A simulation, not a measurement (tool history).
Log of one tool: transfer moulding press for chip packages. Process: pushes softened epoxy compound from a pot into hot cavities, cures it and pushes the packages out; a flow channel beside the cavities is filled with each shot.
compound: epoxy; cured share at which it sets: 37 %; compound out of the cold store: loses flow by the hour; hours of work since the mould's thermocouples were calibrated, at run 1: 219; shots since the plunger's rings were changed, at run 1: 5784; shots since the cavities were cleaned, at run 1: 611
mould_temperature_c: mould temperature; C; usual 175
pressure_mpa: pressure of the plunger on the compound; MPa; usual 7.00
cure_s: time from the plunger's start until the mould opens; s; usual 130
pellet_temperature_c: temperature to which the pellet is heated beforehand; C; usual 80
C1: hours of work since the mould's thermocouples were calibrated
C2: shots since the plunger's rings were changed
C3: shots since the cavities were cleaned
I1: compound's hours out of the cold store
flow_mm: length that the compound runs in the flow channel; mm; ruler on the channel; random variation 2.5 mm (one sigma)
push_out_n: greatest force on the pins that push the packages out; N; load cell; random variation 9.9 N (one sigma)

Run 1, hour 0.0: usual settings; C1 219; C2 5784; C3 611; I1 13.7. Result: flow_mm 696 mm, push_out_n 451 N.
At hour 9.7: cavities cleaned with cleaning compound and waxed.
At hour 48.9: plunger's sealing rings changed.
Run 2, hour 67.0: usual settings but cure_s 150 s; C1 260; C2 177; C3 537; I1 41.4. Result: flow_mm 659 mm, push_out_n 428 N.
At hour 84.2: cavities cleaned with cleaning compound and waxed.
Run 3, hour 103.8: usual settings but cure_s 150 s; C1 283; C2 522; C3 192; I1 16.5. Result: flow_mm 699 mm, push_out_n 420 N.
At hour 156.3: cavities cleaned with cleaning compound and waxed.
Run 4, hour 156.7: usual settings but pressure_mpa 7.82 MPa; C1 317; C2 1024; C3 3; I1 18.6. Result: flow_mm 727 mm, push_out_n 444 N.
Run 5, hour 205.0: usual settings but pressure_mpa 7.82 MPa; C1 348; C2 1497; C3 476; I1 47.1. Result: flow_mm 688 mm, push_out_n 450 N.
At hour 226.1: cavities cleaned with cleaning compound and waxed.
Run 6, hour 253.5: usual settings but pressure_mpa 7.82 MPa; C1 379; C2 1957; C3 267; I1 24.7. Result: flow_mm 718 mm, push_out_n 451 N.
At hour 299.7: cavities cleaned with cleaning compound and waxed.
Run 7, hour 316.6: usual settings but pressure_mpa 7.82 MPa; C1 419; C2 2560; C3 165; I1 43.2. Result: flow_mm 691 mm, push_out_n 439 N.
Run 8, hour 362.5: usual settings but pressure_mpa 7.82 MPa; C1 449; C2 3009; C3 614; I1 14.8. Result: flow_mm 737 mm, push_out_n 449 N.
At hour 369.9: cavities cleaned with cleaning compound and waxed.
Run 9, hour 397.2: usual settings but pressure_mpa 7.82 MPa; C1 471; C2 3335; C3 267; I1 9.1. Result: flow_mm 747 mm, push_out_n 454 N.
At hour 440.5: cavities cleaned with cleaning compound and waxed.
Run 10, hour 450.1: usual settings but pressure_mpa 8.07 MPa; C1 504; C2 3837; C3 93; I1 15.6. Result: flow_mm 744 mm, push_out_n 454 N.
At hour 511.1: cavities cleaned with cleaning compound and waxed.
Run 11, hour 517.4: usual settings but pressure_mpa 8.07 MPa; C1 547; C2 4482; C3 62; I1 16.0. Result: flow_mm 750 mm, push_out_n 453 N.
Run 12, hour 565.0: usual settings but mould_temperature_c 178 C; C1 579; C2 4947; C3 527; I1 25.5. Result: flow_mm 670 mm, push_out_n 417 N.
At hour 583.1: cavities cleaned with cleaning compound and waxed.
Run 13, hour 605.5: usual settings but mould_temperature_c 178 C; C1 604; C2 5330; C3 220; I1 26.5. Result: flow_mm 672 mm, push_out_n 424 N.
At hour 658.2: cavities cleaned with cleaning compound and waxed.
Run 14, hour 673.7: usual settings but mould_temperature_c 178 C; C1 648; C2 5982; C3 152; I1 13.5. Result: flow_mm 690 mm, push_out_n 431 N.
At hour 698.3: plunger's sealing rings changed.
Run 15, hour 722.4: usual settings but pressure_mpa 6.43 MPa, pellet_temperature_c 72 C; C1 678; C2 235; C3 604; I1 46.7. Result: flow_mm 624 mm, push_out_n 441 N.
At hour 734.2: cavities cleaned with cleaning compound and waxed.
At hour 764.1: mould's thermocouples calibrated.
Run 16, hour 790.5: usual settings but pressure_mpa 6.43 MPa, pellet_temperature_c 72 C; C1 17; C2 867; C3 531; I1 40.1. Result: flow_mm 634 mm, push_out_n 440 N.
At hour 806.0: cavities cleaned with cleaning compound and waxed.
Run 17, hour 860.3: usual settings but pressure_mpa 6.43 MPa, pellet_temperature_c 72 C; C1 62; C2 1536; C3 531; I1 46.9. Result: flow_mm 625 mm, push_out_n 473 N.
At hour 879.6: cavities cleaned with cleaning compound and waxed.
Run 18, hour 897.9: usual settings but mould_temperature_c 169 C, pressure_mpa 6.25 MPa; C1 85; C2 1889; C3 178; I1 10.7. Result: flow_mm 687 mm, push_out_n 634 N.
Run 19, hour 930.6: usual settings but pressure_mpa 6.61 MPa, cure_s 165 s, pellet_temperature_c 76 C; C1 107; C2 2210; C3 499; I1 40.8. Result: flow_mm 647 mm, push_out_n 413 N.
At hour 950.0: cavities cleaned with cleaning compound and waxed.
Run 20, hour 980.6: usual settings but pressure_mpa 6.61 MPa, cure_s 165 s, pellet_temperature_c 76 C; C1 138; C2 2684; C3 299; I1 38.1. Result: flow_mm 644 mm, push_out_n 390 N.
At hour 1021.7: cavities cleaned with cleaning compound and waxed.
Run 21, hour 1024.1: usual settings but pressure_mpa 5.63 MPa, cure_s 118 s, pellet_temperature_c 76 C; C1 166; C2 3095; C3 23; I1 20.0. Result: flow_mm 622 mm, push_out_n 514 N.
Run 22, hour 1088.0: usual settings but pressure_mpa 5.63 MPa, cure_s 118 s, pellet_temperature_c 76 C; C1 208; C2 3721; C3 649; I1 40.6. Result: flow_mm 593 mm, push_out_n 485 N.
At hour 1095.2: cavities cleaned with cleaning compound and waxed.
Run 23, hour 1156.3: usual settings but pressure_mpa 5.39 MPa, cure_s 147 s; C1 251; C2 4374; C3 598; I1 46.1. Result: flow_mm 569 mm, push_out_n 431 N.
At hour 1167.4: cavities cleaned with cleaning compound and waxed.
Run 24, hour 1186.6: usual settings but pressure_mpa 8.63 MPa, cure_s 123 s; C1 270; C2 4656; C3 188; I1 9.9. Result: flow_mm 779 mm, push_out_n 493 N.
At hour 1238.2: cavities cleaned with cleaning compound and waxed.
Run 25, hour 1244.5: usual settings but mould_temperature_c 169 C, pressure_mpa 8.38 MPa, cure_s 123 s, pellet_temperature_c 86 C; C1 307; C2 5208; C3 61; I1 10.7. Result: flow_mm 789 mm, push_out_n 720 N.
Run 26, hour 1299.8: usual settings but mould_temperature_c 169 C, pressure_mpa 8.38 MPa, cure_s 123 s, pellet_temperature_c 86 C; C1 343; C2 5749; C3 602; I1 24.0. Result: flow_mm 771 mm, push_out_n 709 N.
At hour 1309.6: cavities cleaned with cleaning compound and waxed.
Run 27, hour 1331.2: usual settings but mould_temperature_c 181 C, pressure_mpa 6.77 MPa, cure_s 114 s, pellet_temperature_c 77 C; C1 363; C2 6042; C3 212; I1 44.0. Result: flow_mm 627 mm, push_out_n 406 N.

Forecast each of these 3 alternatives for the next run:
At hour 1352.0: plunger's sealing rings changed.
At hour 1387.8: cavities cleaned with cleaning compound and waxed.
Run A, hour 1394.9: usual settings but mould_temperature_c 169 C, cure_s 156 s, pellet_temperature_c 86 C; C1 402; C2 405; C3 69; I1 8.3. Result: flow_mm ?, push_out_n ?.
At hour 1352.0: plunger's sealing rings changed.
At hour 1387.8: cavities cleaned with cleaning compound and waxed.
Run B, hour 1394.9: usual settings but mould_temperature_c 181 C, pressure_mpa 6.77 MPa, cure_s 162 s, pellet_temperature_c 81 C; C1 402; C2 405; C3 69; I1 44.7. Result: flow_mm ?, push_out_n ?.
At hour 1352.0: plunger's sealing rings changed.
At hour 1387.8: cavities cleaned with cleaning compound and waxed.
Run C, hour 1394.9: usual settings but pressure_mpa 6.10 MPa; C1 402; C2 405; C3 69; I1 30.9. Result: flow_mm ?, push_out_n ?.

run  flow_mm  push_out_n
  A      724         468
  B      627         399
  C      623         451
Without the tool's hidden state the same runs would have given:
run  flow_mm  push_out_n
  A      724         467
  B      627         399
  C      623         450
